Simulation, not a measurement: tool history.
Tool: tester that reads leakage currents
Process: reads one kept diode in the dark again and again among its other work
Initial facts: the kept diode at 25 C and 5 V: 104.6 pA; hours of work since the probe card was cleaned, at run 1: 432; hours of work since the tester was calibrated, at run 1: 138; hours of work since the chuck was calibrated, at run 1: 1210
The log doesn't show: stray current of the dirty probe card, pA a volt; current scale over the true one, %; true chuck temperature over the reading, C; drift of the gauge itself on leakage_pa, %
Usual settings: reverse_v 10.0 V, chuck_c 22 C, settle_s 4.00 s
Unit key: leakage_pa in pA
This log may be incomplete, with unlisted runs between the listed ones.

run    hour  reverse_v  chuck_c  settle_s  hours of work since the probe card was cleaned  hours of work since the tester was calibrated  hours of work since the chuck was calibrated  leakage_pa
  1     0.0       10.0       22      4.00                                             432                                            138                                          1210      123.55
  2    43.4       10.0       22      4.00                                             450                                            157                                          1228      124.25
  3    96.1       10.0       22      4.00                                             472                                            179                                          1251      124.55
  4   145.5       10.0       22      4.00                                             493                                            200                                          1271      124.92
  5   210.1        1.8       22      4.00                                             520                                            227                                          1298       66.06
  6   266.1       10.0       55      4.00                                             544                                            250                                          1322     1358.06
  7   315.5        2.5       22      4.00                                             564                                            271                                          1343       74.80
  8   349.0        2.5       22      4.00                                             578                                            285                                          1357       74.79
  9   408.5        2.5       22      4.00                                             603                                            310                                          1382       74.83
 10   458.4       10.0       35      4.00                                             624                                            331                                          1403      339.78
 11   518.6       10.0       35      4.00                                             650                                            356                                          1428      342.28
 12   548.1       10.0       22      1.50                                             662                                            369                                          1440      128.34
 13   610.6       10.0       22      4.00                                             688                                            395                                          1467      128.37
 14   663.2       10.0       25      4.00                                             710                                            417                                          1489      162.51
 15   710.7       10.0       25      4.00                                             730                                            437                                          1509      162.31
 16   746.9       10.0       22      6.86                                             746                                            452                                          1524      129.43
 17   793.2       10.0       22      6.86                                             765                                            472                                          1543      130.20
 18   856.4       10.0       22      6.86                                             792                                            498                                          1570      130.86
 19   917.4       10.0       22      6.86                                             817                                            524                                          1595      130.70
 20   971.1       10.0       22      6.86                                             840                                            546                                          1618      131.08
 21  1021.7        6.6       34     10.00                                             861                                            568                                          1639      278.67
 22  1079.9        6.6       34     10.00                                             885                                            592                                          1664      279.06
 23  1143.5        1.4       22      4.00                                             912                                            619                                          1690       62.59
 24  1196.0        1.4       39      0.87                                             934                                            641                                          1712      228.91
 25  1246.6       13.2       26      0.58                                             955                                            662                                          1734      204.35
 26  1297.5       13.2       26      0.58                                             977                                            683                                          1755      204.90
 27  1330.6        9.2       44      0.67                                             991                                            697                                          1769      654.05
 28  1380.0        6.8       50      8.95                                            1011                                            718                                          1790      881.29
 29  1442.3        2.6       40      9.36                                            1038                                            744                                          1816      309.51
     1490.8  -- chuck's temperature calibrated
 30  1491.4        2.6       40      2.87                                            1057                                            764                                             0      260.67
 31  1555.7        2.6       40      2.87                                            1084                                            791                                            27      261.15
 32  1599.3        3.5       40      1.13                                            1103                                            809                                            46      293.05
 33  1641.3        1.2       52      7.97                                            1120                                            827                                            63      459.74
 34  1689.3        3.3       22      0.70                                            1140                                            847                                            83       73.92
 35  1741.7        3.3       22      0.70                                            1162                                            869                                           105       74.19
 36  1804.8        1.4       33      7.61                                            1189                                            896                                           132      125.40
 37  1855.7        1.4       22      4.00                                            1210                                            917                                           153       53.53
 38  1882.3        1.4       22      4.00                                            1221                                            928                                           164       53.23
 39  1925.7        2.2       36      3.74                                            1240                                            946                                           183      187.35
 40  1990.0        2.2       36      3.74                                            1267                                            973                                           210      187.36

Predict each of these 4 candidate next runs independently; none follows another, all start after run 40:
  A  2031.8        1.9       25      3.74                                            1284                                            991                                           227           ?
  B  2031.8        5.8       30      0.89                                            1284                                            991                                           227           ?
  C  2031.8        1.1       37      4.85                                            1284                                            991                                           227           ?
  D  2031.8       19.4       36      6.36                                            1284                                            991                                           227           ?

run  leakage_pa
  A       76.96
  B      172.69
  C      156.29
  D      426.75
What these runs would have given with no unlogged condition in the tool:
run  leakage_pa
  A       74.17
  B      165.07
  C      153.56
  D      403.28

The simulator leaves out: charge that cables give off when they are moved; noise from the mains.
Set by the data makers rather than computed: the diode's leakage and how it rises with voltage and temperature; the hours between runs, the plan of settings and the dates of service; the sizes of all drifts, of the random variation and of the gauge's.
